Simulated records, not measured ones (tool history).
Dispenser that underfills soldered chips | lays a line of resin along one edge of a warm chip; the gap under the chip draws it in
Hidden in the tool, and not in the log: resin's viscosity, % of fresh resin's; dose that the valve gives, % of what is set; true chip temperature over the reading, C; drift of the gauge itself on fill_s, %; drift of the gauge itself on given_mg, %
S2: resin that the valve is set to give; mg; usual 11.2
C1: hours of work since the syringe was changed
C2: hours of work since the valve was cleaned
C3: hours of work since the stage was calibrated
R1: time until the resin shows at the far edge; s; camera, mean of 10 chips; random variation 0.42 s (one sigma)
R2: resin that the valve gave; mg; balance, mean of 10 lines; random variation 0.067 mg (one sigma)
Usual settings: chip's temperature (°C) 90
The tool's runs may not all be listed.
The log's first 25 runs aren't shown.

run 26 hour=90.8 | chip's_temperature_(°C)=100 S2=13.8 | C1=5 C2=24 C3=118 | R1=31.2 R2=13.53
run 27 hour=94.7 | chip's_temperature_(°C)=82 S2=14.3 | C1=8 C2=27 C3=121 | R1=64.1 R2=13.94
-- hour=96.8 new syringe of resin
run 28 hour=99.4 | chip's_temperature_(°C)=78 S2=11.2 | C1=2 C2=31 C3=124 | R1=53.6 R2=10.74
run 29 hour=102.1 | chip's_temperature_(°C)=105 S2=12.7 | C1=4 C2=33 C3=126 | R1=24.1 R2=12.43
run 30 hour=106.5 | chip's_temperature_(°C)=80 S2=12.2 | C1=7 C2=36 C3=130 | R1=66.2 R2=11.69
run 31 hour=108.8 | chip's_temperature_(°C)=80 S2=12.2 | C1=9 C2=38 C3=132 | R1=73.8 R2=11.71
-- hour=109.9 new syringe of resin
run 32 hour=113.8 | chip's_temperature_(°C)=99 S2=11.2 | C1=3 C2=42 C3=135 | R1=28.1 R2=10.73
run 33 hour=116.9 | chip's_temperature_(°C)=100 S2=10.7 | C1=5 C2=44 C3=138 | R1=32.2 R2=10.25
run 34 hour=122.1 | chip's_temperature_(°C)=96 S2=11.2 | C1=9 C2=48 C3=142 | R1=46.6 R2=10.64
-- hour=122.8 new syringe of resin
run 35 hour=126.3 | chip's_temperature_(°C)=89 S2=13.7 | C1=3 C2=51 C3=144 | R1=37.2 R2=13.02
run 36 hour=131.2 | chip's_temperature_(°C)=84 S2=11.1 | C1=6 C2=55 C3=148 | R1=56.7 R2=10.5

4 ways to go on from here, each from the tool as it stands after run 36. What would each give?
run A hour=134.9 | chip's_temperature_(°C)=85 S2=11.3 | C1=9 C2=58 C3=151 | R1=? R2=?
run B hour=134.9 | chip's_temperature_(°C)=86 S2=11.2 | C1=9 C2=58 C3=151 | R1=? R2=?
run C hour=134.9 | chip's_temperature_(°C)=83 S2=10.7 | C1=9 C2=58 C3=151 | R1=? R2=?
run D hour=134.9 | chip's_temperature_(°C)=79 S2=11 | C1=9 C2=58 C3=151 | R1=? R2=?

run=A R1=66 R2=10.72
run=B R1=62.4 R2=10.46
run=C R1=70.7 R2=10.05
run=D R1=82.1 R2=10.39
Without the tool's hidden state the same runs would have given:
run=A R1=35.4 R2=11.35
run=B R1=33.7 R2=11.07
run=C R1=37.9 R2=10.65
run=D R1=44.3 R2=11

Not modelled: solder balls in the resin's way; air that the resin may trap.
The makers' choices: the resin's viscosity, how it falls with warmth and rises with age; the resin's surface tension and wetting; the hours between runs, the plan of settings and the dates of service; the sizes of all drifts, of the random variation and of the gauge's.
